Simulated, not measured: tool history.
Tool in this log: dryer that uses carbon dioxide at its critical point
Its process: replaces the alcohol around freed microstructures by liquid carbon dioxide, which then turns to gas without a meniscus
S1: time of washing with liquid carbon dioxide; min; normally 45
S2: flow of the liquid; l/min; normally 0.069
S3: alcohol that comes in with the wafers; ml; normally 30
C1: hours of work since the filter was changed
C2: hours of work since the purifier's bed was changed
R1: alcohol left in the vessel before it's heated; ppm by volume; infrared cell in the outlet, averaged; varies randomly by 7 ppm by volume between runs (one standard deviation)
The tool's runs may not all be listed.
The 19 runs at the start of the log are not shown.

{"run": 20, "hour": 351.1, "S1": 70, "S2": 0.069, "S3": 30, "C1": 166, "C2": 723, "R1": 242}
{"run": 21, "hour": 369.3, "S1": 45, "S2": 0.069, "S3": 30, "C1": 176, "C2": 733, "R1": 634}
{"run": 22, "hour": 387.8, "S1": 31, "S2": 0.069, "S3": 46, "C1": 186, "C2": 743, "R1": 3335}
{"run": 23, "hour": 407.4, "S1": 45, "S2": 0.0516, "S3": 61, "C1": 197, "C2": 754, "R1": 3104}
{"run": 24, "hour": 428.3, "S1": 45, "S2": 0.0735, "S3": 61, "C1": 208, "C2": 765, "R1": 899}
{"run": 25, "hour": 453.7, "S1": 45, "S2": 0.044, "S3": 104, "C1": 222, "C2": 779, "R1": 8662}
{"run": 26, "hour": 479.1, "S1": 64, "S2": 0.044, "S3": 104, "C1": 236, "C2": 793, "R1": 2515}
{"run": 27, "hour": 496.1, "S1": 50, "S2": 0.0973, "S3": 62, "C1": 245, "C2": 802, "R1": 308}
{"run": 28, "hour": 513.8, "S1": 50, "S2": 0.0973, "S3": 62, "C1": 255, "C2": 812, "R1": 306}
{"run": 29, "hour": 531.5, "S1": 46, "S2": 0.069, "S3": 81, "C1": 265, "C2": 822, "R1": 1429}
{"run": 30, "hour": 553.8, "S1": 59, "S2": 0.0916, "S3": 76, "C1": 277, "C2": 834, "R1": 276}
{"run": 31, "hour": 569.9, "S1": 43, "S2": 0.0617, "S3": 65, "C1": 286, "C2": 843, "R1": 2408}
{"run": 32, "hour": 583.3, "S1": 50, "S2": 0.0642, "S3": 117, "C1": 293, "C2": 850, "R1": 1812}
{"run": 33, "hour": 596.4, "S1": 50, "S2": 0.0642, "S3": 117, "C1": 300, "C2": 857, "R1": 1892}
{"run": 34, "hour": 617.0, "S1": 45, "S2": 0.073, "S3": 24, "C1": 311, "C2": 868, "R1": 566}
{"run": 35, "hour": 632.7, "S1": 39, "S2": 0.1004, "S3": 20, "C1": 320, "C2": 877, "R1": 361}
{"hour": 637.5, "done": "inlet filter changed"}
{"run": 36, "hour": 658.5, "S1": 45, "S2": 0.0547, "S3": 22, "C1": 11, "C2": 891, "R1": 958}
{"run": 37, "hour": 671.1, "S1": 45, "S2": 0.069, "S3": 58, "C1": 18, "C2": 897, "R1": 901}
{"run": 38, "hour": 686.5, "S1": 29, "S2": 0.0504, "S3": 76, "C1": 27, "C2": 906, "R1": 13103}
{"run": 39, "hour": 702.1, "S1": 29, "S2": 0.0504, "S3": 76, "C1": 35, "C2": 914, "R1": 13317}
{"run": 40, "hour": 720.5, "S1": 56, "S2": 0.069, "S3": 58, "C1": 45, "C2": 924, "R1": 476}
{"run": 41, "hour": 731.8, "S1": 28, "S2": 0.0688, "S3": 30, "C1": 52, "C2": 931, "R1": 2770}

4 ways to go on from here, each from the tool as it stands after run 41. What would each give?
{"run": "A", "hour": 756.0, "S1": 45, "S2": 0.069, "S3": 57, "C1": 65, "C2": 944, "R1": "?"}
{"run": "B", "hour": 756.0, "S1": 28, "S2": 0.0688, "S3": 77, "C1": 65, "C2": 944, "R1": "?"}
{"run": "C", "hour": 756.0, "S1": 43, "S2": 0.0688, "S3": 30, "C1": 65, "C2": 944, "R1": "?"}
{"run": "D", "hour": 756.0, "S1": 35, "S2": 0.0828, "S3": 54, "C1": 65, "C2": 944, "R1": "?"}

run=A R1=986
run=B R1=6674
run=C R1=733
run=D R1=1280
With no hidden state in the tool, these same runs would have given:
run=A R1=638
run=B R1=6004
run=C R1=417
run=D R1=909
